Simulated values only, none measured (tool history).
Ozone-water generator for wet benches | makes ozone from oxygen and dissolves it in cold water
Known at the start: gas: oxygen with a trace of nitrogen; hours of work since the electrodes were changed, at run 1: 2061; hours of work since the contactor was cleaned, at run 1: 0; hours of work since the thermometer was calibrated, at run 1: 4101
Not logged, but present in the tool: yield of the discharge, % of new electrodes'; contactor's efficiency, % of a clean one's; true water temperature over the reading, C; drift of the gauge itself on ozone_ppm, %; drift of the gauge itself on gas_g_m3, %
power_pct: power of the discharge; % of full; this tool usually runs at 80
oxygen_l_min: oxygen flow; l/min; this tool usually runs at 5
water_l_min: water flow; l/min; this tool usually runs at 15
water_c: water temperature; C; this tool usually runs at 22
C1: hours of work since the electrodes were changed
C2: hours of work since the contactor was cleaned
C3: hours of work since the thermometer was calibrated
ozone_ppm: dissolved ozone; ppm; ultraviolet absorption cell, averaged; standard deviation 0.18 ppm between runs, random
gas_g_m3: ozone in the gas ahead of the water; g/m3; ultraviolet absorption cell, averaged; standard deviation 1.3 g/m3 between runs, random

Run 1, hour 0: usual settings; C1 2061; C2 0; C3 4101. Result: ozone_ppm 23.3 ppm, gas_g_m3 230.5 g/m3.
Run 2, hour 48.9: usual settings but oxygen_l_min 6.81 l/min; C1 2099; C2 38; C3 4139. Result: ozone_ppm 21.8 ppm, gas_g_m3 193.7 g/m3.
Run 3, hour 97.4: usual settings; C1 2136; C2 76; C3 4177. Result: ozone_ppm 23.3 ppm, gas_g_m3 226 g/m3.
Run 4, hour 187.3: usual settings but water_l_min 22 l/min; C1 2207; C2 146; C3 4247. Result: ozone_ppm 17.9 ppm, gas_g_m3 227.4 g/m3.
Run 5, hour 249.4: usual settings but water_l_min 22 l/min; C1 2255; C2 194; C3 4295. Result: ozone_ppm 18 ppm, gas_g_m3 228.8 g/m3.
Run 6, hour 320.8: usual settings but water_l_min 22 l/min; C1 2311; C2 250; C3 4351. Result: ozone_ppm 17.8 ppm, gas_g_m3 229 g/m3.
Run 7, hour 374.9: usual settings but water_l_min 22 l/min; C1 2353; C2 292; C3 4393. Result: ozone_ppm 17.9 ppm, gas_g_m3 226.5 g/m3.
Run 8, hour 432.1: usual settings but water_l_min 22 l/min; C1 2397; C2 337; C3 4438. Result: ozone_ppm 17.7 ppm, gas_g_m3 226.8 g/m3.
Run 9, hour 488.8: usual settings but water_l_min 22 l/min; C1 2441; C2 381; C3 4482. Result: ozone_ppm 17.6 ppm, gas_g_m3 227.9 g/m3.
Run 10, hour 567.3: usual settings but water_l_min 22 l/min; C1 2503; C2 442; C3 4543. Result: ozone_ppm 17.3 ppm, gas_g_m3 225.8 g/m3.
Run 11, hour 653.1: usual settings but water_l_min 10 l/min; C1 2570; C2 509; C3 4610. Result: ozone_ppm 28.8 ppm, gas_g_m3 226.9 g/m3.
Run 12, hour 734.3: usual settings but water_l_min 10 l/min; C1 2633; C2 572; C3 4673. Result: ozone_ppm 28.6 ppm, gas_g_m3 226.4 g/m3.
Run 13, hour 779: usual settings; C1 2668; C2 607; C3 4708. Result: ozone_ppm 22.9 ppm, gas_g_m3 225 g/m3.
Run 14, hour 855.7: usual settings; C1 2727; C2 667; C3 4768. Result: ozone_ppm 22.8 ppm, gas_g_m3 227.6 g/m3.
Run 15, hour 944.7: usual settings; C1 2797; C2 736; C3 4837. Result: ozone_ppm 22.6 ppm, gas_g_m3 227.4 g/m3.
Run 16, hour 996.6: usual settings; C1 2837; C2 777; C3 4877. Result: ozone_ppm 22.7 ppm, gas_g_m3 225.8 g/m3.
Run 17, hour 1054.7: usual settings but oxygen_l_min 3.68 l/min, water_c 18 C; C1 2883; C2 822; C3 4923. Result: ozone_ppm 24.7 ppm, gas_g_m3 270.1 g/m3.
Run 18, hour 1099.4: usual settings but power_pct 74 % of full, oxygen_l_min 2.57 l/min, water_l_min 20 l/min, water_c 18 C; C1 2917; C2 857; C3 4958. Result: ozone_ppm 18.3 ppm, gas_g_m3 318.9 g/m3.
Run 19, hour 1159.6: usual settings but power_pct 95 % of full, oxygen_l_min 6.12 l/min, water_c 19 C; C1 2964; C2 904; C3 5004. Result: ozone_ppm 26 ppm, gas_g_m3 219.6 g/m3.
Run 20, hour 1228.2: usual settings but power_pct 95 % of full, oxygen_l_min 6.12 l/min, water_c 19 C; C1 3018; C2 957; C3 5058. Result: ozone_ppm 25.5 ppm, gas_g_m3 220 g/m3.
Run 21, hour 1320.4: usual settings but power_pct 95 % of full, oxygen_l_min 6.12 l/min, water_c 19 C; C1 3090; C2 1029; C3 5130. Result: ozone_ppm 25.5 ppm, gas_g_m3 219.7 g/m3.
Run 22, hour 1393.8: usual settings but power_pct 95 % of full, oxygen_l_min 6.12 l/min, water_c 19 C; C1 3147; C2 1086; C3 5187. Result: ozone_ppm 25.5 ppm, gas_g_m3 219.7 g/m3.
Run 23, hour 1472.8: usual settings but power_pct 95 % of full, oxygen_l_min 6.12 l/min, water_c 19 C; C1 3208; C2 1148; C3 5249. Result: ozone_ppm 25.3 ppm, gas_g_m3 221.5 g/m3.
Run 24, hour 1531.7: usual settings but oxygen_l_min 3.1 l/min, water_c 16 C; C1 3254; C2 1194; C3 5294. Result: ozone_ppm 25.3 ppm, gas_g_m3 292.6 g/m3.
At hour 1612.5: water thermometer calibrated.
Run 25, hour 1618.7: usual settings but power_pct 62 % of full, oxygen_l_min 7.02 l/min, water_c 18 C; C1 3322; C2 1261; C3 5. Result: ozone_ppm 19.3 ppm, gas_g_m3 154 g/m3.
Run 26, hour 1665.7: usual settings but power_pct 71 % of full, oxygen_l_min 2.67 l/min; C1 3358; C2 1298; C3 41. Result: ozone_ppm 21.6 ppm, gas_g_m3 299 g/m3.
Run 27, hour 1710.8: usual settings but power_pct 71 % of full, oxygen_l_min 2.67 l/min; C1 3393; C2 1333; C3 77. Result: ozone_ppm 21.5 ppm, gas_g_m3 298.1 g/m3.
Run 28, hour 1760.9: usual settings but power_pct 60 % of full, oxygen_l_min 3.19 l/min, water_l_min 16 l/min, water_c 29 C; C1 3432; C2 1372; C3 116. Result: ozone_ppm 16.7 ppm, gas_g_m3 240.8 g/m3.
Run 29, hour 1833.6: usual settings but power_pct 60 % of full, oxygen_l_min 3.19 l/min, water_l_min 16 l/min, water_c 29 C; C1 3489; C2 1429; C3 172. Result: ozone_ppm 16.8 ppm, gas_g_m3 240.9 g/m3.
Run 30, hour 1885.4: usual settings but power_pct 60 % of full, oxygen_l_min 3.19 l/min, water_l_min 11 l/min, water_c 23 C; C1 3529; C2 1469; C3 213. Result: ozone_ppm 23.7 ppm, gas_g_m3 239.3 g/m3.
Run 31, hour 1922.7: usual settings but power_pct 44 % of full, oxygen_l_min 3.19 l/min, water_l_min 11 l/min, water_c 23 C; C1 3559; C2 1498; C3 242. Result: ozone_ppm 19.6 ppm, gas_g_m3 198.1 g/m3.
Run 32, hour 2010.5: usual settings but power_pct 50 % of full, water_c 16 C; C1 3627; C2 1566; C3 310. Result: ozone_ppm 18.1 ppm, gas_g_m3 162.3 g/m3.

Measured result minus the same run's result without the hidden state. Both carry the same run-to-run variation, though not necessarily the same gauge scatter:
run  ozone_ppm  gas_g_m3
  1       -1.6     -14.4
  2       -1.6     -12.3
  3       -1.7     -14.6
  4       -1.3     -15.3
  5       -1.3     -15.6
  6       -1.4       -16
  7       -1.4     -16.2
  8       -1.4     -16.6
  9       -1.5     -16.9
 10       -1.6     -17.2
 11       -2.7     -17.9
 12       -2.7     -18.2
 13       -2.1     -18.4
 14       -2.2     -19.1
 15       -2.2     -19.5
 16       -2.3     -19.7
 17       -2.5     -24.1
 18       -1.7     -27.4
 19       -3.1     -22.5
 20         -3       -23
 21       -3.2     -23.5
 22       -3.2     -23.9
 23       -3.2     -24.7
 24       -2.9     -29.8
 25       -1.8     -13.4
 26       -2.3     -29.1
 27       -2.3     -29.3
 28       -1.6     -21.3
 29       -1.7     -21.7
 30       -2.4     -21.7
 31       -1.5     -13.9
 32       -1.7     -13.2
